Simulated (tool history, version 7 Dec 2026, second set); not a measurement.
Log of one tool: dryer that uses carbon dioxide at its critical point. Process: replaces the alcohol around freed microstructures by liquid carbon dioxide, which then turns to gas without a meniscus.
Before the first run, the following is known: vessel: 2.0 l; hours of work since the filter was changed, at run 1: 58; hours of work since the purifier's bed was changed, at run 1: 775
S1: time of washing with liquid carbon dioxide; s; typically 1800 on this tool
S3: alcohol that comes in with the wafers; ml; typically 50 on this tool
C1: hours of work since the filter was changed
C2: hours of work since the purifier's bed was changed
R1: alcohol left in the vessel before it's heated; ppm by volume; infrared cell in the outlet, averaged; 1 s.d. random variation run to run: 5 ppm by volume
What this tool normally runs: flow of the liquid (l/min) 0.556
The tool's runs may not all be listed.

{"run": 1, "day": 0.0, "S1": 1800, "flow of the liquid (l/min)": 0.556, "S3": 50, "C1": 58, "C2": 775, "R1": 138}
{"run": 2, "day": 0.704, "S1": 1800, "flow of the liquid (l/min)": 0.556, "S3": 50, "C1": 69, "C2": 786, "R1": 136}
{"run": 3, "day": 2.079, "S1": 2400, "flow of the liquid (l/min)": 0.556, "S3": 50, "C1": 89, "C2": 806, "R1": 131}
{"run": 4, "day": 3.454, "S1": 2400, "flow of the liquid (l/min)": 0.556, "S3": 50, "C1": 110, "C2": 827, "R1": 140}
{"run": 5, "day": 4.796, "S1": 2400, "flow of the liquid (l/min)": 0.556, "S3": 50, "C1": 130, "C2": 847, "R1": 145}
{"run": 6, "day": 6.388, "S1": 1800, "flow of the liquid (l/min)": 0.341, "S3": 50, "C1": 154, "C2": 871, "R1": 523}
{"day": 7.508, "done": "inlet filter changed"}
{"run": 7, "day": 7.975, "S1": 1800, "flow of the liquid (l/min)": 0.341, "S3": 50, "C1": 7, "C2": 894, "R1": 334}
{"run": 8, "day": 9.233, "S1": 1800, "flow of the liquid (l/min)": 0.341, "S3": 50, "C1": 26, "C2": 913, "R1": 351}
{"run": 9, "day": 10.325, "S1": 1800, "flow of the liquid (l/min)": 0.341, "S3": 50, "C1": 42, "C2": 930, "R1": 364}
{"run": 10, "day": 11.504, "S1": 1800, "flow of the liquid (l/min)": 0.556, "S3": 71, "C1": 60, "C2": 947, "R1": 166}
{"run": 11, "day": 12.879, "S1": 1800, "flow of the liquid (l/min)": 0.556, "S3": 71, "C1": 81, "C2": 968, "R1": 178}
{"run": 12, "day": 14.0, "S1": 1680, "flow of the liquid (l/min)": 0.691, "S3": 40, "C1": 98, "C2": 985, "R1": 158}
{"run": 13, "day": 15.367, "S1": 1680, "flow of the liquid (l/min)": 0.745, "S3": 74, "C1": 118, "C2": 1005, "R1": 164}
{"run": 14, "day": 16.638, "S1": 1680, "flow of the liquid (l/min)": 0.745, "S3": 74, "C1": 137, "C2": 1025, "R1": 173}
{"run": 15, "day": 17.496, "S1": 1380, "flow of the liquid (l/min)": 0.556, "S3": 74, "C1": 150, "C2": 1037, "R1": 378}
{"run": 16, "day": 18.679, "S1": 1860, "flow of the liquid (l/min)": 0.358, "S3": 66, "C1": 168, "C2": 1055, "R1": 565}
{"day": 18.912, "done": "inlet filter changed"}
{"run": 17, "day": 19.75, "S1": 1980, "flow of the liquid (l/min)": 0.608, "S3": 66, "C1": 13, "C2": 1071, "R1": 166}
{"run": 18, "day": 20.408, "S1": 1620, "flow of the liquid (l/min)": 0.391, "S3": 22, "C1": 22, "C2": 1081, "R1": 254}
{"run": 19, "day": 21.371, "S1": 2820, "flow of the liquid (l/min)": 0.483, "S3": 42, "C1": 37, "C2": 1095, "R1": 167}
{"run": 20, "day": 22.308, "S1": 2820, "flow of the liquid (l/min)": 0.483, "S3": 42, "C1": 51, "C2": 1109, "R1": 175}
{"run": 21, "day": 23.542, "S1": 2400, "flow of the liquid (l/min)": 0.368, "S3": 73, "C1": 70, "C2": 1128, "R1": 221}
{"run": 22, "day": 24.558, "S1": 2400, "flow of the liquid (l/min)": 0.368, "S3": 73, "C1": 85, "C2": 1143, "R1": 236}

3 ways to go on from here, each from the tool as it stands after run 22. What would each give?
{"run": "A", "day": 25.7, "S1": 1500, "flow of the liquid (l/min)": 0.399, "S3": 73, "C1": 102, "C2": 1160, "R1": "?"}
{"run": "B", "day": 25.7, "S1": 1800, "flow of the liquid (l/min)": 0.353, "S3": 50, "C1": 102, "C2": 1160, "R1": "?"}
{"run": "C", "day": 25.7, "S1": 2400, "flow of the liquid (l/min)": 0.556, "S3": 50, "C1": 102, "C2": 1160, "R1": "?"}

run=A R1=653
run=B R1=432
run=C R1=185
Without the tool's unlogged condition, the same runs would have read:
run=A R1=292
run=B R1=150
run=C R1=5
